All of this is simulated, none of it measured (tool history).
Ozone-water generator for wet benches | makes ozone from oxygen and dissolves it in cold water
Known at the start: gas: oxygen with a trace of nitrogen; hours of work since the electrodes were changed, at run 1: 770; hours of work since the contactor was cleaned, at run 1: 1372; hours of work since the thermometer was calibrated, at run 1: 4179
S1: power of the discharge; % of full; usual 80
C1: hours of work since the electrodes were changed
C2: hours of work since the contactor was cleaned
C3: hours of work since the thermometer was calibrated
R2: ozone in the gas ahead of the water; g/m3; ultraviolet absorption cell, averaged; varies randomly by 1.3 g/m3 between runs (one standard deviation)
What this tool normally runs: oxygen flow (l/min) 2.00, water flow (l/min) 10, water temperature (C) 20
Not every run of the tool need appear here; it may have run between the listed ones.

{"run": 1, "hour": 0.0, "S1": 80, "oxygen flow (l/min)": 2.0, "water flow (l/min)": 10, "water temperature (C)": 20, "C1": 770, "C2": 1372, "C3": 4179, "dissolved ozone (ppm)": 18.5, "R2": 236.2}
{"run": 2, "hour": 199.3, "S1": 80, "oxygen flow (l/min)": 2.0, "water flow (l/min)": 10, "water temperature (C)": 20, "C1": 898, "C2": 1499, "C3": 4306, "dissolved ozone (ppm)": 18.2, "R2": 238.7}
{"run": 3, "hour": 395.1, "S1": 80, "oxygen flow (l/min)": 2.0, "water flow (l/min)": 10, "water temperature (C)": 20, "C1": 1023, "C2": 1624, "C3": 4431, "dissolved ozone (ppm)": 18.3, "R2": 236.9}
{"run": 4, "hour": 490.9, "S1": 80, "oxygen flow (l/min)": 2.0, "water flow (l/min)": 10, "water temperature (C)": 20, "C1": 1084, "C2": 1685, "C3": 4492, "dissolved ozone (ppm)": 18.4, "R2": 237.8}
{"run": 5, "hour": 676.7, "S1": 80, "oxygen flow (l/min)": 2.0, "water flow (l/min)": 11, "water temperature (C)": 20, "C1": 1202, "C2": 1804, "C3": 4611, "dissolved ozone (ppm)": 16.5, "R2": 236.6}
{"run": 6, "hour": 844.8, "S1": 80, "oxygen flow (l/min)": 2.0, "water flow (l/min)": 11, "water temperature (C)": 20, "C1": 1309, "C2": 1911, "C3": 4718, "dissolved ozone (ppm)": 16.4, "R2": 238.4}
{"run": 7, "hour": 967.0, "S1": 80, "oxygen flow (l/min)": 2.0, "water flow (l/min)": 11, "water temperature (C)": 20, "C1": 1387, "C2": 1989, "C3": 4796, "dissolved ozone (ppm)": 16.4, "R2": 237.1}
{"run": 8, "hour": 1113.2, "S1": 80, "oxygen flow (l/min)": 2.0, "water flow (l/min)": 11, "water temperature (C)": 20, "C1": 1481, "C2": 2082, "C3": 4889, "dissolved ozone (ppm)": 16.3, "R2": 233.1}
{"run": 9, "hour": 1250.1, "S1": 80, "oxygen flow (l/min)": 2.0, "water flow (l/min)": 11, "water temperature (C)": 20, "C1": 1568, "C2": 2170, "C3": 4977, "dissolved ozone (ppm)": 16.3, "R2": 235.4}
{"hour": 1374.3, "done": "water thermometer calibrated"}
{"run": 10, "hour": 1466.6, "S1": 80, "oxygen flow (l/min)": 2.0, "water flow (l/min)": 11, "water temperature (C)": 20, "C1": 1706, "C2": 2307, "C3": 59, "dissolved ozone (ppm)": 16.1, "R2": 234.4}
{"run": 11, "hour": 1656.4, "S1": 80, "oxygen flow (l/min)": 2.0, "water flow (l/min)": 10, "water temperature (C)": 20, "C1": 1827, "C2": 2428, "C3": 180, "dissolved ozone (ppm)": 18.1, "R2": 234.4}
{"run": 12, "hour": 1829.1, "S1": 80, "oxygen flow (l/min)": 2.0, "water flow (l/min)": 10, "water temperature (C)": 20, "C1": 1937, "C2": 2539, "C3": 290, "dissolved ozone (ppm)": 17.9, "R2": 231.2}
{"run": 13, "hour": 2006.4, "S1": 80, "oxygen flow (l/min)": 2.0, "water flow (l/min)": 10, "water temperature (C)": 20, "C1": 2050, "C2": 2652, "C3": 403, "dissolved ozone (ppm)": 17.7, "R2": 230.9}
{"run": 14, "hour": 2150.6, "S1": 80, "oxygen flow (l/min)": 2.0, "water flow (l/min)": 10, "water temperature (C)": 20, "C1": 2142, "C2": 2744, "C3": 495, "dissolved ozone (ppm)": 18.0, "R2": 231.4}
{"run": 15, "hour": 2281.8, "S1": 80, "oxygen flow (l/min)": 2.0, "water flow (l/min)": 10, "water temperature (C)": 20, "C1": 2226, "C2": 2827, "C3": 579, "dissolved ozone (ppm)": 17.9, "R2": 234.2}
{"run": 16, "hour": 2506.4, "S1": 80, "oxygen flow (l/min)": 2.0, "water flow (l/min)": 10, "water temperature (C)": 20, "C1": 2369, "C2": 2971, "C3": 722, "dissolved ozone (ppm)": 17.8, "R2": 232.1}
{"run": 17, "hour": 2667.2, "S1": 46, "oxygen flow (l/min)": 3.06, "water flow (l/min)": 7, "water temperature (C)": 25, "C1": 2472, "C2": 3073, "C3": 825, "dissolved ozone (ppm)": 13.9, "R2": 117.2}
{"run": 18, "hour": 2809.7, "S1": 46, "oxygen flow (l/min)": 3.06, "water flow (l/min)": 7, "water temperature (C)": 28, "C1": 2563, "C2": 3164, "C3": 916, "dissolved ozone (ppm)": 13.3, "R2": 118.8}
{"run": 19, "hour": 2992.4, "S1": 80, "oxygen flow (l/min)": 1.79, "water flow (l/min)": 6, "water temperature (C)": 20, "C1": 2679, "C2": 3281, "C3": 1032, "dissolved ozone (ppm)": 28.0, "R2": 240.5}
{"run": 20, "hour": 3215.1, "S1": 80, "oxygen flow (l/min)": 1.79, "water flow (l/min)": 6, "water temperature (C)": 20, "C1": 2821, "C2": 3423, "C3": 1174, "dissolved ozone (ppm)": 27.9, "R2": 240.3}
{"run": 21, "hour": 3371.9, "S1": 80, "oxygen flow (l/min)": 1.37, "water flow (l/min)": 6, "water temperature (C)": 20, "C1": 2921, "C2": 3523, "C3": 1274, "dissolved ozone (ppm)": 27.1, "R2": 268.2}
{"run": 22, "hour": 3570.5, "S1": 80, "oxygen flow (l/min)": 3.42, "water flow (l/min)": 10, "water temperature (C)": 24, "C1": 3048, "C2": 3649, "C3": 1401, "dissolved ozone (ppm)": 17.1, "R2": 183.8}
{"run": 23, "hour": 3728.9, "S1": 80, "oxygen flow (l/min)": 2.0, "water flow (l/min)": 13, "water temperature (C)": 13, "C1": 3149, "C2": 3751, "C3": 1502, "dissolved ozone (ppm)": 14.0, "R2": 228.8}
{"run": 24, "hour": 3914.7, "S1": 71, "oxygen flow (l/min)": 2.02, "water flow (l/min)": 7, "water temperature (C)": 26, "C1": 3268, "C2": 3869, "C3": 1621, "dissolved ozone (ppm)": 20.2, "R2": 205.5}
{"run": 25, "hour": 4122.5, "S1": 60, "oxygen flow (l/min)": 2.02, "water flow (l/min)": 7, "water temperature (C)": 26, "C1": 3400, "C2": 4002, "C3": 1753, "dissolved ozone (ppm)": 17.2, "R2": 175.1}
{"run": 26, "hour": 4218.3, "S1": 84, "oxygen flow (l/min)": 1.24, "water flow (l/min)": 9, "water temperature (C)": 20, "C1": 3461, "C2": 4063, "C3": 1814, "dissolved ozone (ppm)": 18.3, "R2": 290.8}
{"run": 27, "hour": 4316.8, "S1": 80, "oxygen flow (l/min)": 2.11, "water flow (l/min)": 10, "water temperature (C)": 12, "C1": 3524, "C2": 4126, "C3": 1877, "dissolved ozone (ppm)": 19.2, "R2": 220.6}
{"run": 28, "hour": 4476.7, "S1": 78, "oxygen flow (l/min)": 1.86, "water flow (l/min)": 13, "water temperature (C)": 22, "C1": 3626, "C2": 4228, "C3": 1979, "dissolved ozone (ppm)": 12.3, "R2": 229.1}
{"run": 29, "hour": 4685.1, "S1": 71, "oxygen flow (l/min)": 2.98, "water flow (l/min)": 12, "water temperature (C)": 27, "C1": 3759, "C2": 4361, "C3": 2112, "dissolved ozone (ppm)": 12.1, "R2": 174.0}
{"hour": 4740.1, "done": "contactor cleaned"}
{"run": 30, "hour": 4909.5, "S1": 71, "oxygen flow (l/min)": 2.98, "water flow (l/min)": 12, "water temperature (C)": 27, "C1": 3900, "C2": 108, "C3": 2253, "dissolved ozone (ppm)": 12.9, "R2": 174.7}
{"run": 31, "hour": 5140.9, "S1": 80, "oxygen flow (l/min)": 2.0, "water flow (l/min)": 8, "water temperature (C)": 20, "C1": 4047, "C2": 256, "C3": 2400, "dissolved ozone (ppm)": 21.8, "R2": 224.8}

5 options for the next run, each taken on its own from the tool as it stands now. Forecast them:
{"run": "A", "hour": 5259.5, "S1": 58, "oxygen flow (l/min)": 2.46, "water flow (l/min)": 10, "water temperature (C)": 14, "C1": 4123, "C2": 331, "C3": 2476, "dissolved ozone (ppm)": "?", "R2": "?"}
{"run": "B", "hour": 5259.5, "S1": 92, "oxygen flow (l/min)": 2.28, "water flow (l/min)": 10, "water temperature (C)": 20, "C1": 4123, "C2": 331, "C3": 2476, "dissolved ozone (ppm)": "?", "R2": "?"}
{"run": "C", "hour": 5259.5, "S1": 80, "oxygen flow (l/min)": 1.32, "water flow (l/min)": 16, "water temperature (C)": 20, "C1": 4123, "C2": 331, "C3": 2476, "dissolved ozone (ppm)": "?", "R2": "?"}
{"run": "D", "hour": 5259.5, "S1": 53, "oxygen flow (l/min)": 2.19, "water flow (l/min)": 8, "water temperature (C)": 12, "C1": 4123, "C2": 331, "C3": 2476, "dissolved ozone (ppm)": "?", "R2": "?"}
{"run": "E", "hour": 5259.5, "S1": 80, "oxygen flow (l/min)": 2.0, "water flow (l/min)": 8, "water temperature (C)": 15, "C1": 4123, "C2": 331, "C3": 2476, "dissolved ozone (ppm)": "?", "R2": "?"}

run=A dissolved_ozone_(ppm)=14.9 R2=157.6
run=B dissolved_ozone_(ppm)=20.1 R2=242.5
run=C dissolved_ozone_(ppm)=8.9 R2=268.0
run=D dissolved_ozone_(ppm)=17.5 R2=151.0
run=E dissolved_ozone_(ppm)=23.7 R2=226.7
Without the tool's hidden state the same runs would have given:
run=A dissolved_ozone_(ppm)=15.7 R2=164.8
run=B dissolved_ozone_(ppm)=21.7 R2=259.4
run=C dissolved_ozone_(ppm)=9.5 R2=284.7
run=D dissolved_ozone_(ppm)=18.4 R2=157.2
run=E dissolved_ozone_(ppm)=25.4 R2=240.9
